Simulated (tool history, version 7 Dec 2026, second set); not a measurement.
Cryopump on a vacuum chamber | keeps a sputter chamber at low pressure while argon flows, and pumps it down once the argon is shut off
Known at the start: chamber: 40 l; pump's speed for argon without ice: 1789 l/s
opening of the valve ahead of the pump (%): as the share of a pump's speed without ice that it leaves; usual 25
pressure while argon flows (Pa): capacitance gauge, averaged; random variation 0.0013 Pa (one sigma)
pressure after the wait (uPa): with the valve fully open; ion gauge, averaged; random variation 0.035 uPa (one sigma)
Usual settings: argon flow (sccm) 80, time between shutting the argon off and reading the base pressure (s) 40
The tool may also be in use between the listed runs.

run    hour  argon flow (sccm)  time between shutting the argon off and reading the base pressure (s)  opening of the valve ahead of the pump (%)  pressure while argon flows (Pa)  pressure after the wait (uPa)
  1     0.0                 80                                                                     40                                          25                           0.3170                           2.43
  2    52.2                 80                                                                     40                                          25                           0.3156                           2.49
  3   147.8                 80                                                                     40                                          25                           0.3156                           2.50
      161.0  -- pump warmed up, emptied and cooled again
      230.6  -- leaking fittings of the chamber tightened, without venting
  4   239.7                112                                                                     40                                          25                           0.4268                           1.90
  5   296.3                112                                                                     40                                          25                           0.4292                           1.90
  6   356.4                112                                                                     40                                          25                           0.4328                           1.90
  7   450.1                112                                                                     40                                          25                           0.4326                           2.04
  8   542.3                 80                                                                     40                                          35                           0.2222                           2.00
  9   637.7                 80                                                                     40                                          35                           0.2239                           2.01
 10   739.0                 80                                                                     40                                          35                           0.2257                           2.01
 11   782.7                 80                                                                     40                                          25                           0.3132                           2.16
 12   826.6                 80                                                                     40                                          25                           0.3123                           2.09
 13   902.8                 80                                                                     40                                          25                           0.3104                           2.08
 14  1003.9                 44                                                                     40                                          25                           0.1761                           2.14
 15  1059.9                 44                                                                     40                                          25                           0.1736                           2.03
 16  1135.1                 44                                                                     29                                          25                           0.1746                           2.66
     1156.7  -- pump warmed up, emptied and cooled again
 17  1187.2                 44                                                                     29                                          25                           0.1674                           2.77
 18  1271.4                 80                                                                     56                                          24                           0.3172                           1.60
 19  1365.1                 80                                                                    172                                          24                           0.3203                           0.79
 20  1452.4                117                                                                     40                                          39                           0.2904                           2.17
 21  1533.6                117                                                                     40                                          39                           0.2935                           2.21
 22  1615.2                 71                                                                    280                                          24                           0.2856                           0.75
 23  1678.5                142                                                                     22                                          25                           0.5496                           3.66
 24  1760.5                 76                                                                     40                                          31                           0.2396                           2.24
 25  1811.5                 75                                                                     72                                          17                           0.4293                           1.49
 26  1855.2                 75                                                                     46                                          29                           0.2547                           2.07
 27  1943.2                 75                                                                     46                                          29                           0.2550                           2.16
 28  1986.9                 80                                                                    250                                          18                           0.4310                           0.90
 29  2050.0                 34                                                                     41                                          36                           0.0941                           2.31
 30  2095.7                 69                                                                    113                                          39                           0.1792                           1.22
     2148.7  -- pump warmed up, emptied and cooled again
 31  2155.4                121                                                                     40                                          35                           0.3317                           2.29
 32  2221.8                 79                                                                     98                                          16                           0.4695                           1.26
 33  2312.9                 79                                                                     98                                          16                           0.4702                           1.29
 34  2366.9                 58                                                                     57                                          16                           0.3446                           1.84

4 ways to go on from here, each from the tool as it stands after run 34. What would each give?
  A  2411.0                136                                                                    168                                          20                                ?                              ?
  B  2411.0                 65                                                                     23                                          25                                ?                              ?
  C  2411.0                 71                                                                     40                                          51                                ?                              ?
  D  2411.0                133                                                                     67                                          31                                ?                              ?

run  pressure while argon flows (Pa)  pressure after the wait (uPa)
  A                           0.6542                           1.06
  B                           0.2506                           3.66
  C                           0.1359                           2.35
  D                           0.4129                           1.72
Without the tool's hidden state the same runs would have given:
run  pressure while argon flows (Pa)  pressure after the wait (uPa)
  A                           0.6451                           0.59
  B                           0.2462                           3.18
  C                           0.1311                           1.87
  D                           0.4041                           1.23

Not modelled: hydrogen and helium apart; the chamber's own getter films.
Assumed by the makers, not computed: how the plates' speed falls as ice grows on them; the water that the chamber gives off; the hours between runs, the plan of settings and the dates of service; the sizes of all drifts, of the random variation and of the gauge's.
